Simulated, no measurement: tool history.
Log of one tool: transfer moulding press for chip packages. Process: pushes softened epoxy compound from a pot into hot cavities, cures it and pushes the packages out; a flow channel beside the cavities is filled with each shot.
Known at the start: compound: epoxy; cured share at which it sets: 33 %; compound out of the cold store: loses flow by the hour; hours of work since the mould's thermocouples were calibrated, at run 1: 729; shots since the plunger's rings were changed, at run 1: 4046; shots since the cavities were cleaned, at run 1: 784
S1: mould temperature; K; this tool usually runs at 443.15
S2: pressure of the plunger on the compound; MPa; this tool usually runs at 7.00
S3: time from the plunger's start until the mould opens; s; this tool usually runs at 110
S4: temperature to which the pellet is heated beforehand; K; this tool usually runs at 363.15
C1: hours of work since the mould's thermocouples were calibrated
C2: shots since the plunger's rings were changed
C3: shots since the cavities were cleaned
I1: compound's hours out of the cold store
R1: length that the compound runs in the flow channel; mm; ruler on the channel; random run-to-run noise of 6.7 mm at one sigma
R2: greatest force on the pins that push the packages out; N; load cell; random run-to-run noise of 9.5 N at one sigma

Run 1, hour 0.0: usual settings; C1 729; C2 4046; C3 784; I1 20.8. Result: R1 711 mm, R2 878 N.
At hour 27.5: cavities cleaned with cleaning compound and waxed.
Run 2, hour 42.4: usual settings but S2 5.30 MPa; C1 752; C2 4419; C3 136; I1 8.9. Result: R1 647 mm, R2 614 N.
Run 3, hour 79.2: usual settings but S1 451.15 K; C1 772; C2 4754; C3 471; I1 31.5. Result: R1 645 mm, R2 708 N.
Run 4, hour 101.0: usual settings but S1 451.15 K; C1 784; C2 4952; C3 669; I1 11.3. Result: R1 726 mm, R2 791 N.
Run 5, hour 121.5: usual settings but S1 451.15 K; C1 796; C2 5140; C3 857; I1 38.6. Result: R1 606 mm, R2 809 N.
At hour 142.1: cavities cleaned with cleaning compound and waxed.
Run 6, hour 150.5: usual settings but S1 440.15 K; C1 811; C2 5390; C3 76; I1 44.5. Result: R1 611 mm, R2 562 N.
At hour 175.4: mould's thermocouples calibrated.
Run 7, hour 186.0: usual settings; C1 6; C2 5696; C3 382; I1 38.6. Result: R1 622 mm, R2 756 N.
Run 8, hour 215.7: usual settings but S1 447.15 K; C1 23; C2 5966; C3 652; I1 31.0. Result: R1 628 mm, R2 847 N.
At hour 256.0: cavities cleaned with cleaning compound and waxed.
Run 9, hour 258.1: usual settings; C1 45; C2 6339; C3 19; I1 15.4. Result: R1 704 mm, R2 439 N.
Run 10, hour 278.9: usual settings; C1 57; C2 6529; C3 209; I1 47.9. Result: R1 573 mm, R2 661 N.
Run 11, hour 315.3: usual settings; C1 77; C2 6860; C3 540; I1 27.6. Result: R1 647 mm, R2 807 N.
At hour 331.7: plunger's sealing rings changed.
Run 12, hour 346.2: usual settings but S4 371.15 K; C1 93; C2 132; C3 799; I1 44.6. Result: R1 658 mm, R2 880 N.
At hour 372.6: cavities cleaned with cleaning compound and waxed.
Run 13, hour 391.5: usual settings but S1 450.15 K; C1 118; C2 531; C3 172; I1 33.1. Result: R1 680 mm, R2 590 N.
At hour 420.2: mould's thermocouples calibrated, once more.
Run 14, hour 425.3: usual settings but S1 450.15 K; C1 3; C2 822; C3 463; I1 29.0. Result: R1 686 mm, R2 765 N.
Run 15, hour 448.3: usual settings but S1 450.15 K; C1 16; C2 1031; C3 672; I1 35.7. Result: R1 674 mm, R2 801 N.
Run 16, hour 471.0: usual settings but S1 450.15 K; C1 28; C2 1237; C3 878; I1 25.9. Result: R1 708 mm, R2 835 N.
At hour 488.1: cavities cleaned with cleaning compound and waxed.
Run 17, hour 501.4: usual settings but S1 450.15 K; C1 45; C2 1501; C3 121; I1 18.9. Result: R1 741 mm, R2 546 N.
Run 18, hour 530.4: usual settings but S2 6.80 MPa, S4 369.15 K; C1 61; C2 1765; C3 385; I1 16.6. Result: R1 740 mm, R2 798 N.
Run 19, hour 549.9: usual settings but S2 6.80 MPa, S4 369.15 K; C1 72; C2 1943; C3 563; I1 35.6. Result: R1 662 mm, R2 851 N.
Run 20, hour 591.7: usual settings but S1 447.15 K, S2 5.63 MPa, S3 112 s; C1 95; C2 2324; C3 944; I1 18.4. Result: R1 654 mm, R2 867 N.
At hour 602.7: cavities cleaned with cleaning compound and waxed.
Run 21, hour 632.9: usual settings but S2 5.44 MPa, S3 113 s; C1 117; C2 2686; C3 275; I1 28.4. Result: R1 609 mm, R2 681 N.
Run 22, hour 669.5: usual settings but S2 5.44 MPa, S3 113 s; C1 138; C2 3020; C3 609; I1 34.8. Result: R1 583 mm, R2 816 N.
Run 23, hour 706.0: usual settings but S1 436.15 K, S2 6.38 MPa, S3 116 s; C1 158; C2 3353; C3 942; I1 33.0. Result: R1 652 mm, R2 1143 N.
At hour 716.1: cavities cleaned with cleaning compound and waxed.
Run 24, hour 736.7: usual settings but S1 449.15 K, S2 8.30 MPa, S3 92 s; C1 175; C2 3618; C3 187; I1 17.8. Result: R1 763 mm, R2 657 N.
Run 25, hour 771.3: usual settings but S1 449.15 K, S2 8.45 MPa, S3 91 s; C1 194; C2 3934; C3 503; I1 32.8. Result: R1 700 mm, R2 778 N.
Run 26, hour 815.2: usual settings but S2 7.88 MPa; C1 219; C2 4334; C3 903; I1 8.5. Result: R1 801 mm, R2 949 N.
At hour 829.6: cavities cleaned with cleaning compound and waxed.
Run 27, hour 835.6: usual settings but S1 451.15 K, S2 7.38 MPa, S3 131 s, S4 370.15 K; C1 229; C2 4506; C3 55; I1 15.4. Result: R1 710 mm, R2 455 N.

Alternative continuations, all from the tool just after run 27; predict every row:
Run A, hour 860.9: usual settings but S1 451.15 K, S2 6.23 MPa, S3 133 s, S4 366.15 K; C1 243; C2 4737; C3 286; I1 28.8. Result: R1 ?, R2 ?.
Run B, hour 860.9: usual settings but S1 451.15 K, S2 6.45 MPa, S3 131 s, S4 370.15 K; C1 243; C2 4737; C3 286; I1 19.6. Result: R1 ?, R2 ?.
Run C, hour 860.9: usual settings but S1 447.15 K, S3 119 s, S4 370.15 K; C1 243; C2 4737; C3 286; I1 9.9. Result: R1 ?, R2 ?.

run   R1   R2
  A  612  662
  B  650  689
  C  741  673
What these runs would have given with no unlogged condition in the tool:
run   R1   R2
  A  663  386
  B  704  402
  C  802  395
